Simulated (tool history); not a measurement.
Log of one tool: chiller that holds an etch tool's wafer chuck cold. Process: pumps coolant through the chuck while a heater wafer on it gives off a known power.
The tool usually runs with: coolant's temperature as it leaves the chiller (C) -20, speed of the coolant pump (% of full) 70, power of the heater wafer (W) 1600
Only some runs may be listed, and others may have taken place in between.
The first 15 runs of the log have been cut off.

run    hour  coolant's temperature as it leaves the chiller (C)  speed of the coolant pump (% of full)  power of the heater wafer (W)  hours since the coolant was changed and the channels were flushed  hours since the pump was overhauled  hours since the chiller's thermometer was calibrated  chuck's temperature once it has settled (C)  how much warmer the coolant comes back (C)
 16  2344.9                                                 -20                                     70                           1600                                                               3778                                 5059                                                   404                                         -4.6                                           6
 17    2517                                                 -30                                     70                           1415                                                               3951                                 5231                                                   576                                        -16.6                                        5.35
 18    2621                                                 -14                                     70                           1600                                                               4055                                 5335                                                   680                                          1.3                                           6
 19  2712.8                                                 -14                                     70                           1600                                                               4146                                 5427                                                   772                                          1.3                                        6.03
 20  2824.4                                                 -24                                     62                           1600                                                               4258                                 5539                                                   884                                           -7                                        6.78
     2872.3  -- coolant changed, channels flushed
 21  3034.1                                                 -25                                     70                           2031                                                                162                                 5742                                                  1087                                         -5.5                                        7.66
 22    3180                                                 -11                                     64                           1260                                                                308                                 5888                                                  1233                                          1.9                                        5.15
 23  3270.8                                                 -19                                     72                            828                                                                398                                 5979                                                  1324                                        -11.1                                        2.87
 24  3425.5                                                 -19                                     72                            828                                                                553                                 6134                                                  1479                                        -11.2                                        2.89
 25  3516.3                                                 -19                                     86                           2320                                                                644                                 6225                                                  1570                                         -0.4                                        7.04
 26  3652.3                                                 -20                                     84                           1771                                                                780                                 6361                                                  1705                                         -5.7                                        5.48
 27  3836.6                                                 -20                                     84                           1771                                                                964                                 6545                                                  1890                                         -5.7                                        5.49
 28  3949.7                                                 -20                                     84                           1771                                                               1077                                 6658                                                  2003                                         -5.7                                        5.43
 29  4127.1                                                 -14                                     96                           1925                                                               1255                                 6835                                                  2180                                          0.2                                        5.17
 30  4258.2                                                 -24                                     96                           1044                                                               1386                                 6966                                                  2311                                        -16.6                                        2.68
 31  4453.5                                                 -11                                     94                           1514                                                               1581                                 7162                                                  2507                                          0.1                                        4.08
 32  4600.5                                                 -28                                     94                           1514                                                               1728                                 7309                                                  2654                                        -16.9                                        4.06

Predict each of these 3 candidate next runs independently; none follows another, all start after run 32:
  A  4720.2                                                 -21                                     88                           1447                                                               1848                                 7428                                                  2773                                            ?                                           ?
  B  4720.2                                                 -22                                     70                           1499                                                               1848                                 7428                                                  2773                                            ?                                           ?
  C  4720.2                                                 -25                                     94                           1514                                                               1848                                 7428                                                  2773                                            ?                                           ?

run  chuck's temperature once it has settled (C)  how much warmer the coolant comes back (C)
  A                                         -9.7                                        4.13
  B                                         -7.7                                        5.51
  C                                        -13.7                                        4.05
Stripped of hidden state, with their random variation kept, the same runs would have yielded:
run  chuck's temperature once it has settled (C)  how much warmer the coolant comes back (C)
  A                                         -9.7                                        4.43
  B                                         -7.7                                        5.81
  C                                        -13.7                                        4.35

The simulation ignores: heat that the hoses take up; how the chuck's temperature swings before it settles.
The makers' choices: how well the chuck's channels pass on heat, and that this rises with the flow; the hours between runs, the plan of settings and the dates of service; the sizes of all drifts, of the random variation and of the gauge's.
